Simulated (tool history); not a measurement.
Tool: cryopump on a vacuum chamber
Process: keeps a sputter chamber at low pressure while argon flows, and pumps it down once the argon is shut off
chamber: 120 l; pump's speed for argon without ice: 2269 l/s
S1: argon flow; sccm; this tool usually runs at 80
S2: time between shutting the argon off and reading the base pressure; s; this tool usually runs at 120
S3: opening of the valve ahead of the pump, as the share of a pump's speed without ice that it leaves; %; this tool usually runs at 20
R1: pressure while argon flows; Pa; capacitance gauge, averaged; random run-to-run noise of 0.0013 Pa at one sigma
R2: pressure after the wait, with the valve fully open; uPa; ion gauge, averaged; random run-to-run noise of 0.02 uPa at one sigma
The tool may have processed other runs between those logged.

run 1 hour=0 | S1=80 S2=120 S3=20 | R1=0.3033 R2=1.29
run 2 hour=13.6 | S1=80 S2=120 S3=20 | R1=0.3033 R2=1.32
run 3 hour=27.9 | S1=80 S2=120 S3=20 | R1=0.3037 R2=1.33
run 4 hour=41.6 | S1=80 S2=120 S3=20 | R1=0.3032 R2=1.31
run 5 hour=58 | S1=80 S2=120 S3=20 | R1=0.3047 R2=1.34
run 6 hour=68.3 | S1=80 S2=120 S3=20 | R1=0.3035 R2=1.4
run 7 hour=80.6 | S1=80 S2=120 S3=20 | R1=0.3023 R2=1.44
run 8 hour=95.2 | S1=80 S2=120 S3=20 | R1=0.3036 R2=1.36
run 9 hour=105.9 | S1=80 S2=120 S3=20 | R1=0.3031 R2=1.35
run 10 hour=121.7 | S1=75 S2=120 S3=20 | R1=0.286 R2=1.42
run 11 hour=136.5 | S1=75 S2=120 S3=20 | R1=0.2873 R2=1.37
run 12 hour=151.5 | S1=80 S2=38 S3=20 | R1=0.3058 R2=1.68
run 13 hour=164.3 | S1=80 S2=38 S3=20 | R1=0.3057 R2=1.75
run 14 hour=180.7 | S1=80 S2=38 S3=20 | R1=0.305 R2=1.68
run 15 hour=192.8 | S1=80 S2=38 S3=20 | R1=0.302 R2=1.8
run 16 hour=201.5 | S1=80 S2=87 S3=20 | R1=0.3045 R2=1.48
run 17 hour=208.6 | S1=80 S2=87 S3=20 | R1=0.3057 R2=1.47
run 18 hour=219.7 | S1=80 S2=87 S3=20 | R1=0.3074 R2=1.57
run 19 hour=236 | S1=50 S2=87 S3=20 | R1=0.192 R2=1.49
run 20 hour=247.5 | S1=38 S2=131 S3=20 | R1=0.1448 R2=1.43
run 21 hour=254.9 | S1=38 S2=131 S3=20 | R1=0.1442 R2=1.41
run 22 hour=262.4 | S1=98 S2=143 S3=21 | R1=0.3587 R2=1.45
run 23 hour=273.7 | S1=76 S2=254 S3=16 | R1=0.3617 R2=1.4
run 24 hour=285.4 | S1=138 S2=120 S3=24 | R1=0.4432 R2=1.5
run 25 hour=296.3 | S1=152 S2=23 S3=17 | R1=0.6845 R2=2.12
run 26 hour=306.3 | S1=152 S2=23 S3=17 | R1=0.6866 R2=2.04
run 27 hour=317.1 | S1=39 S2=120 S3=20 | R1=0.1515 R2=1.56
run 28 hour=330.5 | S1=80 S2=69 S3=20 | R1=0.3086 R2=1.65
run 29 hour=337.8 | S1=80 S2=73 S3=20 | R1=0.3069 R2=1.61
run 30 hour=345.9 | S1=80 S2=50 S3=38 | R1=0.1674 R2=1.72
run 31 hour=355.9 | S1=56 S2=50 S3=38 | R1=0.1175 R2=1.68
run 32 hour=372.1 | S1=57 S2=46 S3=15 | R1=0.2902 R2=1.75
run 33 hour=384.9 | S1=48 S2=76 S3=18 | R1=0.2057 R2=1.6
run 34 hour=391.7 | S1=40 S2=228 S3=28 | R1=0.111 R2=1.42

Some steps in R1 between neighbouring runs. How much of each would the tool show without its hidden state too (settings, what came in, random variation), and how much is left for the hidden state, with any gauge scatter that isn't in both results?
What the log doesn't record here: pump's speed, % of a pump's without ice; cold plate's temperature, K; leak into the chamber, uPa l/s; drift of the gauge itself on working_pa, %; drift of the gauge itself on base_upa, %.
Run 21 -> 22: S1 38 -> 98, S2 131 -> 143, S3 20 -> 21. R1 +0.2145 Pa: hidden state +0.0064, all else +0.2081.
Run 23 -> 24: S1 76 -> 138, S2 254 -> 120, S3 16 -> 24. R1 +0.0815 Pa: hidden state +0.0068, all else +0.0747.
Run 24 -> 25: S1 138 -> 152, S2 120 -> 23, S3 24 -> 17. R1 +0.2413 Pa: hidden state +0.0018, all else +0.2395.
Run 26 -> 27: S1 152 -> 39, S2 23 -> 120, S3 17 -> 20. R1 -0.5351 Pa: hidden state -0.0127, all else -0.5224.
